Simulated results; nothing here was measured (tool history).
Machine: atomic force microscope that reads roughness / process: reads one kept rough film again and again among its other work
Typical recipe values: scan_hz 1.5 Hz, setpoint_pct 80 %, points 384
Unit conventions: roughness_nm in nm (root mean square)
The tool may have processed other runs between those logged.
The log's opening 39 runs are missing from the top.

| run | hour | scan_hz | setpoint_pct | points | pictures with this tip | hours of work since the height scale was calibrated | roughness_nm |
|---|---|---|---|---|---|---|---|
| 40 | 275.1 | 3.04 | 81 | 282 | 243 | 394 | 2.598 |
| 41 | 285.7 | 3.04 | 81 | 282 | 260 | 402 | 2.585 |
| 42 | 295.2 | 0.86 | 62 | 282 | 276 | 409 | 3.378 |
| 43 | 304.8 | 0.86 | 70 | 282 | 292 | 415 | 3.314 |
| 44 | 314.3 | 0.86 | 68 | 581 | 308 | 422 | 3.316 |
| 45 | 319.7 | 0.94 | 81 | 573 | 317 | 426 | 3.103 |
| 46 | 324.5 | 1.5 | 80 | 849 | 324 | 429 | 2.955 |
| 47 | 330.8 | 0.79 | 72 | 384 | 335 | 434 | 3.239 |
|  | 331.9 | new tip fitted |
| 48 | 341 | 0.57 | 79 | 384 | 15 | 440 | 3.57 |
| 49 | 352.3 | 0.57 | 79 | 384 | 33 | 448 | 3.546 |
| 50 | 359.5 | 3.48 | 79 | 809 | 45 | 453 | 2.706 |
| 51 | 370.4 | 1.5 | 84 | 384 | 63 | 461 | 3.094 |
| 52 | 381.4 | 0.64 | 84 | 476 | 81 | 469 | 3.383 |

Here are 4 independent what-if runs from the current tool condition. What would each one return?
| A | 389.2 | 0.66 | 74 | 748 | 94 | 474 | ? |
| B | 389.2 | 0.64 | 83 | 476 | 94 | 474 | ? |
| C | 389.2 | 1.5 | 80 | 307 | 94 | 474 | ? |
| D | 389.2 | 1.5 | 60 | 384 | 94 | 474 | ? |

| run | roughness_nm |
|---|---|
| A | 3.511 |
| B | 3.399 |
| C | 3.121 |
| D | 3.52 |
What these runs would have given with no unlogged condition in the tool:
| run | roughness_nm |
|---|---|
| A | 3.628 |
| B | 3.512 |
| C | 3.225 |
| D | 3.637 |
